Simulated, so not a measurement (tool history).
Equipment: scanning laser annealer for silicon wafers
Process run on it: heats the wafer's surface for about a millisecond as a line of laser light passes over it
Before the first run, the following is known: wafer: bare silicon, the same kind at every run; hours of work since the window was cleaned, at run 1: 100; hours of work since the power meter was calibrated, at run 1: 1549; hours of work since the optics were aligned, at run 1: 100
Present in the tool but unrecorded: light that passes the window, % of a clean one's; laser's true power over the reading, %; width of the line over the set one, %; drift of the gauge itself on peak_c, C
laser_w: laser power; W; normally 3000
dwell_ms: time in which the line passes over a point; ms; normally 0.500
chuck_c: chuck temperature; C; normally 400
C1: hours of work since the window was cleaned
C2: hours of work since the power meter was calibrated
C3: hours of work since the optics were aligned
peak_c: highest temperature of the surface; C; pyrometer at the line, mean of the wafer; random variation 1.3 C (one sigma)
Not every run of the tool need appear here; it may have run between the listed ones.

Run 1, day 0.000: usual settings; C1 100; C2 1549; C3 100. Result: peak_c 1230 C.
Run 2, day 2.671: usual settings; C1 127; C2 1577; C3 127. Result: peak_c 1230 C.
Run 3, day 6.583: usual settings but laser_w 3035 W; C1 168; C2 1617; C3 168. Result: peak_c 1240 C.
Run 4, day 9.612: usual settings; C1 200; C2 1649; C3 200. Result: peak_c 1228 C.
Run 5, day 11.496: usual settings but dwell_ms 0.395 ms; C1 219; C2 1669; C3 219. Result: peak_c 1124 C.
Run 6, day 14.004: usual settings but dwell_ms 0.395 ms; C1 245; C2 1695; C3 245. Result: peak_c 1121 C.
Run 7, day 15.675: usual settings; C1 263; C2 1712; C3 263. Result: peak_c 1232 C.
Run 8, day 19.233: usual settings; C1 300; C2 1749; C3 300. Result: peak_c 1230 C.
Run 9, day 22.038: usual settings; C1 329; C2 1778; C3 329. Result: peak_c 1228 C.
Run 10, day 24.050: usual settings; C1 350; C2 1799; C3 350. Result: peak_c 1229 C.
Run 11, day 26.079: usual settings but dwell_ms 0.492 ms; C1 371; C2 1821; C3 371. Result: peak_c 1222 C.
Run 12, day 28.079: usual settings but dwell_ms 0.492 ms; C1 392; C2 1841; C3 392. Result: peak_c 1221 C.
At day 29.688: window over the wafer cleaned.
Run 13, day 31.929: usual settings but dwell_ms 0.492 ms; C1 23; C2 1881; C3 431. Result: peak_c 1224 C.
Run 14, day 34.104: usual settings; C1 46; C2 1903; C3 454. Result: peak_c 1230 C.
Run 15, day 36.688: usual settings; C1 73; C2 1930; C3 481. Result: peak_c 1230 C.
Run 16, day 40.008: usual settings but dwell_ms 0.508 ms; C1 107; C2 1965; C3 515. Result: peak_c 1240 C.
Run 17, day 43.004: usual settings but dwell_ms 0.508 ms; C1 139; C2 1996; C3 546. Result: peak_c 1237 C.
Run 18, day 46.138: usual settings but dwell_ms 0.508 ms; C1 171; C2 2029; C3 579. Result: peak_c 1239 C.
Run 19, day 48.554: usual settings but dwell_ms 0.354 ms; C1 196; C2 2054; C3 604. Result: peak_c 1076 C.
Run 20, day 50.288: usual settings but chuck_c 380 C; C1 215; C2 2072; C3 622. Result: peak_c 1210 C.
Run 21, day 52.679: usual settings but dwell_ms 0.531 ms; C1 239; C2 2097; C3 647. Result: peak_c 1262 C.
Run 22, day 54.575: usual settings but dwell_ms 0.531 ms; C1 259; C2 2116; C3 667. Result: peak_c 1259 C.
Run 23, day 58.325: usual settings but dwell_ms 0.531 ms; C1 298; C2 2155; C3 706. Result: peak_c 1258 C.
Run 24, day 62.088: usual settings but dwell_ms 0.531 ms; C1 337; C2 2195; C3 745. Result: peak_c 1259 C.
Run 25, day 64.583: usual settings but dwell_ms 0.531 ms; C1 363; C2 2221; C3 771. Result: peak_c 1257 C.
Run 26, day 66.296: usual settings but dwell_ms 0.531 ms; C1 381; C2 2238; C3 789. Result: peak_c 1259 C.
At day 68.688: window over the wafer cleaned.
At day 69.092: optics aligned, line set to its width.
Run 27, day 69.725: usual settings but laser_w 3080 W, dwell_ms 0.426 ms, chuck_c 371 C; C1 9; C2 2271; C3 7. Result: peak_c 1147 C.
Run 28, day 72.396: usual settings but dwell_ms 0.520 ms; C1 36; C2 2299; C3 34. Result: peak_c 1253 C.
Run 29, day 76.088: usual settings but laser_w 2811 W, dwell_ms 0.429 ms, chuck_c 428 C; C1 75; C2 2337; C3 73. Result: peak_c 1143 C.
Run 30, day 78.921: usual settings but laser_w 2706 W, dwell_ms 0.487 ms, chuck_c 428 C; C1 104; C2 2367; C3 102. Result: peak_c 1173 C.
Run 31, day 81.500: usual settings but dwell_ms 0.439 ms, chuck_c 418 C; C1 131; C2 2394; C3 129. Result: peak_c 1187 C.
Run 32, day 84.962: usual settings but laser_w 2577 W; C1 167; C2 2430; C3 165. Result: peak_c 1122 C.
Run 33, day 88.800: usual settings but laser_w 2577 W; C1 207; C2 2470; C3 205. Result: peak_c 1123 C.
Run 34, day 91.862: usual settings but laser_w 2577 W; C1 239; C2 2502; C3 237. Result: peak_c 1125 C.
Run 35, day 95.379: usual settings but laser_w 2577 W, dwell_ms 0.588 ms, chuck_c 369 C; C1 276; C2 2538; C3 274. Result: peak_c 1164 C.
Run 36, day 99.075: usual settings but laser_w 2577 W, dwell_ms 0.588 ms, chuck_c 369 C; C1 314; C2 2577; C3 312. Result: peak_c 1165 C.
Run 37, day 100.688: usual settings but laser_w 2858 W, dwell_ms 0.373 ms, chuck_c 385 C; C1 331; C2 2594; C3 329. Result: peak_c 1055 C.
Run 38, day 102.367: usual settings but dwell_ms 0.446 ms, chuck_c 414 C; C1 349; C2 2611; C3 346. Result: peak_c 1192 C.
Run 39, day 105.446: usual settings but laser_w 2560 W, dwell_ms 0.540 ms, chuck_c 362 C; C1 381; C2 2643; C3 379. Result: peak_c 1116 C.

Each row is a separate what-if for the run after 39, all from the same tool condition, not one after another. Results?
Run A, day 107.400: usual settings but laser_w 2995 W, chuck_c 376 C; C1 401; C2 2663; C3 399. Result: peak_c ?.
Run B, day 107.400: usual settings but laser_w 2609 W, dwell_ms 0.540 ms, chuck_c 362 C; C1 401; C2 2663; C3 399. Result: peak_c ?.
Run C, day 107.400: usual settings but chuck_c 414 C; C1 401; C2 2663; C3 399. Result: peak_c ?.
Run D, day 107.400: usual settings but laser_w 2752 W, dwell_ms 0.538 ms, chuck_c 424 C; C1 401; C2 2663; C3 399. Result: peak_c ?.
Run E, day 107.400: usual settings but laser_w 2682 W, dwell_ms 0.480 ms, chuck_c 386 C; C1 401; C2 2663; C3 399. Result: peak_c ?.

run  peak_c
  A    1205
  B    1127
  C    1243
  D    1226
  E    1117
Take away the tool's hidden state, keep each run's random variation, and the runs would have read:
run  peak_c
  A    1205
  B    1128
  C    1243
  D    1226
  E    1118
